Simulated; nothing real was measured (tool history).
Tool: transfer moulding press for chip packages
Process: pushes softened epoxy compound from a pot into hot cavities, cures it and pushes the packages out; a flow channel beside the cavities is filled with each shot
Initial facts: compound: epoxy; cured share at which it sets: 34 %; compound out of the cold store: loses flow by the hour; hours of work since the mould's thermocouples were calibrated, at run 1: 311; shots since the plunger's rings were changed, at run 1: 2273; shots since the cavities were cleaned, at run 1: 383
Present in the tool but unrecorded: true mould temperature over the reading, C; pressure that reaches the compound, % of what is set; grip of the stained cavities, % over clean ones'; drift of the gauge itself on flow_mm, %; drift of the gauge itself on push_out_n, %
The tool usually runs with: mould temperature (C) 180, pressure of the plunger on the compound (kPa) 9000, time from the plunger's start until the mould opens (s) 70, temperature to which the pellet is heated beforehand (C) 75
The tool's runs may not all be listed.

run	hour	mould temperature (C)	pressure of the plunger on the compound (kPa)	time from the plunger's start until the mould opens (s)	temperature to which the pellet is heated beforehand (C)	hours of work since the mould's thermocouples were calibrated	shots since the plunger's rings were changed	shots since the cavities were cleaned	incoming compound's hours out of the cold store	length that the compound runs in the flow channel (mm)	greatest force on the pins that push the packages out (N)
1	0	180	9000	70	75	311	2273	383	17.9	697	297
# hour 9.1: cavities cleaned with cleaning compound and waxed
2	12.2	180	9000	70	75	319	2464	55	39.6	608	232
3	23.6	180	9000	70	75	327	2669	260	24.9	662	283
4	28.4	180	9000	70	75	331	2753	344	18.2	692	284
# hour 35.7: plunger's sealing rings changed
5	35.9	180	9000	70	75	334	4	435	11.2	758	309
# hour 41.5: cavities cleaned with cleaning compound and waxed
6	45	180	9000	70	75	340	140	64	40	635	249
7	53.4	180	9000	70	75	346	290	214	41.1	622	258
8	63.2	180	9000	70	75	353	465	389	38	637	301
# hour 71.6: cavities cleaned with cleaning compound and waxed
9	72.7	180	9000	70	75	359	608	19	8.7	762	248
10	78.4	180	9000	70	75	363	710	121	45.3	605	252
11	86.7	180	9000	70	75	369	858	269	41.2	617	275
12	93.8	180	9000	70	75	375	986	397	22.2	697	294
# hour 101.8: cavities cleaned with cleaning compound and waxed
13	106.9	180	10970	70	75	383	1193	92	39.2	689	252
14	112.1	180	10970	70	75	387	1286	185	26.4	741	273
15	121.6	180	10970	70	75	394	1455	354	18.3	784	300
16	126.5	185	9000	70	75	397	1543	442	43.2	596	277
# hour 131.7: cavities cleaned with cleaning compound and waxed
17	132.9	180	9000	70	71	401	1631	22	46.6	588	236
18	140.3	180	9000	84	75	406	1763	154	35.7	627	244
19	146.5	187	7330	101	80	411	1873	264	46.2	524	242
20	158.2	187	7330	101	80	419	2082	473	41.5	535	275
# hour 161.8: cavities cleaned with cleaning compound and waxed
21	167.7	183	10710	69	73	425	2226	105	41	654	232
22	175.4	174	9000	77	75	431	2363	242	26.5	675	304
23	180.9	180	9000	69	83	435	2462	341	10.8	730	305
24	187.5	177	9000	65	81	440	2580	459	13.3	721	407
# hour 191.6: cavities cleaned with cleaning compound and waxed
25	200.4	177	9000	65	81	448	2784	157	46.2	586	316
# hour 206.1: plunger's sealing rings changed
26	207.8	180	9000	70	75	452	30	245	17.2	728	294
27	214.3	173	9000	55	77	456	145	360	46.3	620	624
# hour 224: cavities cleaned with cleaning compound and waxed
28	227.4	173	9000	55	77	465	353	61	21.1	724	585
29	233.7	173	9000	70	75	470	465	173	42	637	339

Difference, measured minus no-hidden-state, one row per run. Run-to-run variation is common to both terms; the gauge's own scatter need not be:
run	length that the compound runs in the flow channel (mm)	greatest force on the pins that push the packages out (N)
1	-31	+63
2	-29	+14
3	-34	+48
4	-36	+60
5	+0	+74
6	-1	+22
7	-3	+45
8	-4	+71
9	-8	+9
10	-7	+30
11	-9	+51
12	-12	+68
13	-14	+24
14	-17	+42
15	-20	+66
16	-16	+65
17	-18	+8
18	-20	+30
19	-17	+43
20	-20	+68
21	-26	+25
22	-28	+58
23	-32	+68
24	-33	+109
25	-29	+46
26	-1	+53
27	-2	+147
28	-5	+53
29	-6	+53
